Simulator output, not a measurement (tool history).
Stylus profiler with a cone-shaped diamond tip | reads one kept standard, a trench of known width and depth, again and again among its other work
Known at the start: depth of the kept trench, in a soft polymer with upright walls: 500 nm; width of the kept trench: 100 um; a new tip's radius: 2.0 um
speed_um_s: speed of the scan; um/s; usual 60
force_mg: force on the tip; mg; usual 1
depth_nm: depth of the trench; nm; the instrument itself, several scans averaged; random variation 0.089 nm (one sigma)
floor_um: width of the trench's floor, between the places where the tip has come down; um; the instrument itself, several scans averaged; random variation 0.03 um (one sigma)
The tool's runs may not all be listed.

run,hour,speed_um_s,force_mg,depth_nm,floor_um
1,0,60,1,502.44,96.58
2,60.5,60,1,502.21,96.55
3,112.6,60,1,502.25,96.51
4,178.4,60,1,502.22,96.35
5,247,60,1,502.26,96.31
6,355.6,60,0.73,501.73,96.13
7,448.4,60,0.35,500.69,95.8
8,528.2,60,1,501.96,96.13
# hour 587.2: new tip fitted, height scale calibrated
9,609,60,1,502.73,96.8
10,663.1,60,1,502.62,96.79
11,761.6,139,1,502.54,96.06
12,815.9,139,1,502.52,95.99
13,913.3,60,0.39,501.37,96.28
14,995.8,60,1,502.68,96.41
15,1082.3,60,1,502.38,96.33
16,1131.9,60,1,502.3,96.26
17,1188.4,60,1,502.48,96.22
18,1236.9,60,1,502.29,96.19
19,1312,60,1,502.29,96.13
20,1400.4,60,1,502.29,96.01
# hour 1489: new tip fitted, height scale calibrated
21,1498.3,60,0.78,502.29,96.82
22,1593.4,60,0.78,502.37,96.71
23,1666.3,60,1,502.37,96.69
24,1762.4,143,1.76,503.58,96.19
25,1820.9,60,0.35,500.95,96.18
26,1893.7,60,0.35,501.1,96.07
27,1985.4,60,0.38,501.13,96.02
28,2030.6,101,1.88,503.43,96.15
29,2089.7,21,2.61,504.27,96.57
30,2136.9,21,0.86,501.97,96.43
31,2194.4,198,0.75,501.67,94.81
32,2246.2,187,0.85,501.8,94.97
33,2318.3,47,1.37,502.61,96.16
# hour 2389.9: new tip fitted, height scale calibrated
34,2428.4,47,1.37,503.44,97.03
35,2535.2,41,0.48,501.62,96.77
36,2584.2,41,0.48,501.74,96.68
37,2683.8,57,0.56,501.66,96.48
38,2761.2,18,0.44,501.48,96.79
39,2816,231,1.59,503.17,95.53
40,2916.2,163,0.79,502.06,95.39
41,2978.3,163,0.79,501.89,95.33
42,3042,174,1.82,503.58,95.69
43,3128,27,1.67,503.31,96.44
44,3195.4,44,1,502.21,96.21
45,3240.7,68,1.19,502.41,96.02

Measured less the same run without the tool's hidden state. The same run-to-run variation is in both; the gauge's scatter may not be:
The hidden state here: radius of the tip, um; height scale over the true one, %; drift of the gauge itself on depth_nm, %; drift of the gauge itself on floor_um, %.
run,depth_nm,floor_um
1,-0.12,-0.29
2,-0.17,-0.35
3,-0.2,-0.42
4,-0.24,-0.48
5,-0.29,-0.57
6,-0.36,-0.67
7,-0.42,-0.76
8,-0.47,-0.84
9,+0.22,-0.05
10,+0.18,-0.1
11,+0.13,-0.22
12,+0.08,-0.27
13,+0.02,-0.38
14,-0.03,-0.47
15,-0.09,-0.56
16,-0.12,-0.6
17,-0.16,-0.65
18,-0.19,-0.7
19,-0.24,-0.77
20,-0.3,-0.85
21,+0.1,-0.03
22,+0.04,-0.15
23,+0,-0.23
24,-0.07,-0.33
25,-0.11,-0.39
26,-0.16,-0.47
27,-0.22,-0.57
28,-0.26,-0.62
29,-0.3,-0.68
30,-0.32,-0.72
31,-0.37,-0.78
32,-0.4,-0.82
33,-0.45,-0.89
34,+0.2,-0.01
35,+0.13,-0.14
36,+0.1,-0.19
37,+0.03,-0.3
38,-0.02,-0.38
39,-0.05,-0.44
40,-0.12,-0.54
41,-0.16,-0.61
42,-0.21,-0.67
43,-0.27,-0.74
44,-0.3,-0.81
45,-0.34,-0.85
